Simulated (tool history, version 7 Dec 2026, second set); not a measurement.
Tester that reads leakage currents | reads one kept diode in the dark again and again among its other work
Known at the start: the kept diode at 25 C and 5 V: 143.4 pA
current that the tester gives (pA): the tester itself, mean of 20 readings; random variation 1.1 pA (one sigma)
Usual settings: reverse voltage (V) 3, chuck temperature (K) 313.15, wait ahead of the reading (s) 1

| run | hour | reverse voltage (V) | chuck temperature (K) | wait ahead of the reading (s) | current that the tester gives (pA) |
|---|---|---|---|---|---|
| 1 | 0 | 3 | 313.15 | 1 | 410.46 |
| 2 | 128.6 | 3 | 313.15 | 1 | 415.6 |
| 3 | 183.1 | 3 | 313.15 | 1 | 416.27 |
| 4 | 277.9 | 3 | 313.15 | 1.26 | 418.18 |
| 5 | 393.2 | 3 | 313.15 | 1.26 | 422.84 |
| 6 | 457.3 | 3 | 330.15 | 1 | 1311.56 |
|  | 540.5 | chuck's temperature calibrated |
| 7 | 561.9 | 3 | 313.15 | 1 | 364.86 |
| 8 | 676.2 | 3 | 313.15 | 1 | 369.54 |
| 9 | 791.2 | 3 | 313.15 | 1 | 368.92 |
| 10 | 896.5 | 3 | 313.15 | 1 | 374.6 |
| 11 | 954.5 | 1.83 | 313.15 | 1 | 313.3 |
| 12 | 1022.4 | 3 | 313.15 | 1 | 375.96 |
| 13 | 1141.1 | 3 | 313.15 | 1 | 382.53 |
|  | 1222.1 | probe card cleaned and baked |
| 14 | 1266.9 | 1.36 | 313.15 | 1 | 285.48 |
| 15 | 1356.1 | 1.36 | 313.15 | 0.6 | 287.38 |
| 16 | 1421.6 | 1.36 | 313.15 | 2.36 | 288.26 |
| 17 | 1510 | 12.78 | 313.15 | 5.11 | 646.16 |
| 18 | 1579.7 | 12.78 | 313.15 | 5.11 | 646.99 |
| 19 | 1660.9 | 12.78 | 313.15 | 5.11 | 654.32 |
| 20 | 1726.2 | 1.02 | 310.15 | 3.56 | 215.57 |
| 21 | 1848.6 | 1.02 | 310.15 | 3.56 | 216.32 |
| 22 | 1967.3 | 1.02 | 310.15 | 3.56 | 219.05 |
| 23 | 2044 | 1.02 | 310.15 | 3.56 | 220.11 |
| 24 | 2109.3 | 1.02 | 310.15 | 3.56 | 221.35 |
| 25 | 2169.8 | 17.18 | 294.15 | 1 | 193.67 |
| 26 | 2238.1 | 17.18 | 294.15 | 8.36 | 192 |
| 27 | 2299 | 17.18 | 294.15 | 8.36 | 193.34 |
| 28 | 2403.5 | 17.18 | 294.15 | 8.36 | 194.97 |

Hidden state or all else? Some run-to-run changes of current that the tester gives (pA), split into what the settings, what came in and random variation would give without the hidden state, and what is left for the hidden state (with any gauge scatter that isn't in both results):
The hidden state here: stray current of the dirty probe card, pA a volt; current scale over the true one, %; true chuck temperature over the reading, C; drift of the gauge itself on leakage_pa, %.
Run 5 -> 6: chuck temperature (K) 313.15 -> 330.15, wait ahead of the reading (s) 1.26 -> 1. current that the tester gives (pA) +888.72: hidden state +103.41, all else +785.31.
Run 6 -> 7: chuck temperature (K) 330.15 -> 313.15, chuck's temperature calibrated. current that the tester gives (pA) -946.7: hidden state -159.95, all else -786.75.

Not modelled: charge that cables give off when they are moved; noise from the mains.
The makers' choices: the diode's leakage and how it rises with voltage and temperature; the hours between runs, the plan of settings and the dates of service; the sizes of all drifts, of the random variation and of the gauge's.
